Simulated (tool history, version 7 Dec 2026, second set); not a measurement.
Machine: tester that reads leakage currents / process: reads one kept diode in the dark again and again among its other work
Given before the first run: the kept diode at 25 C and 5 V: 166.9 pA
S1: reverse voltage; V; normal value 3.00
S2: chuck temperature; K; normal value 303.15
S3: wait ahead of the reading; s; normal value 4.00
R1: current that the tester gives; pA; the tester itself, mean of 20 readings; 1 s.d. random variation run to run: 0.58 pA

run	day	S1	S2	S3	R1
1	0.000	3.00	303.15	4.00	188.64
2	3.083	3.00	303.15	4.00	187.40
3	4.700	3.00	303.15	4.00	187.68
4	7.383	3.00	303.15	4.00	185.58
5	9.842	3.00	303.15	4.00	186.71
6	12.617	3.00	303.15	6.57	185.37
7	14.588	3.00	303.15	6.57	184.91
8	16.071	3.00	310.15	4.00	314.00
9	17.854	3.00	310.15	4.00	312.52
10	20.471	3.00	310.15	4.00	310.84
11	22.150	13.88	310.15	4.00	677.06
12	24.025	9.16	303.15	4.00	327.52
13	26.083	3.00	303.15	4.00	184.92
14	29.112	8.03	303.15	4.00	304.02
15	30.800	8.03	304.15	4.00	327.04
16	32.650	8.03	304.15	4.00	326.49
17	35.358	13.64	303.15	4.00	401.35
18	37.000	3.00	303.15	8.29	181.64
19	39.950	3.00	306.15	8.29	228.84
20	42.133	3.00	306.15	8.29	225.64
21	44.608	3.00	319.15	8.36	579.27
22	46.271	7.93	305.15	1.28	346.32
23	48.550	3.00	305.15	5.45	208.76
24	52.033	3.31	305.15	0.74	220.03
# day 52.842: chuck's temperature calibrated
25	54.429	3.31	305.15	0.74	240.53
26	57.758	3.05	303.15	1.17	197.87
27	60.150	3.05	303.15	1.17	196.75
28	62.054	3.05	303.15	1.25	196.99
29	65.625	10.89	317.15	0.30	1032.97
30	67.829	10.89	317.15	0.30	1036.01
31	69.850	13.83	308.15	4.03	617.66
32	71.354	1.25	314.15	0.40	278.34
33	73.008	14.27	312.15	0.80	828.64
34	74.488	14.27	312.15	0.80	827.44
35	76.521	14.27	300.15	1.35	350.89
36	79.304	14.27	300.15	1.35	349.87
37	82.362	8.20	301.15	9.26	278.63
# day 83.454: probe card cleaned and baked
38	84.254	7.63	303.15	4.00	294.17
39	86.125	7.63	303.15	4.00	293.46

Here are 3 independent what-if runs from the current tool condition. What would each one return?
A	88.967	4.34	322.15	0.40	?
B	88.967	1.36	329.15	1.08	?
C	88.967	1.48	302.15	0.33	?

run	R1
A	890.31
B	794.26
C	120.08
Without the tool's unlogged condition, the same runs would have read:
run	R1
A	925.49
B	824.59
C	125.36
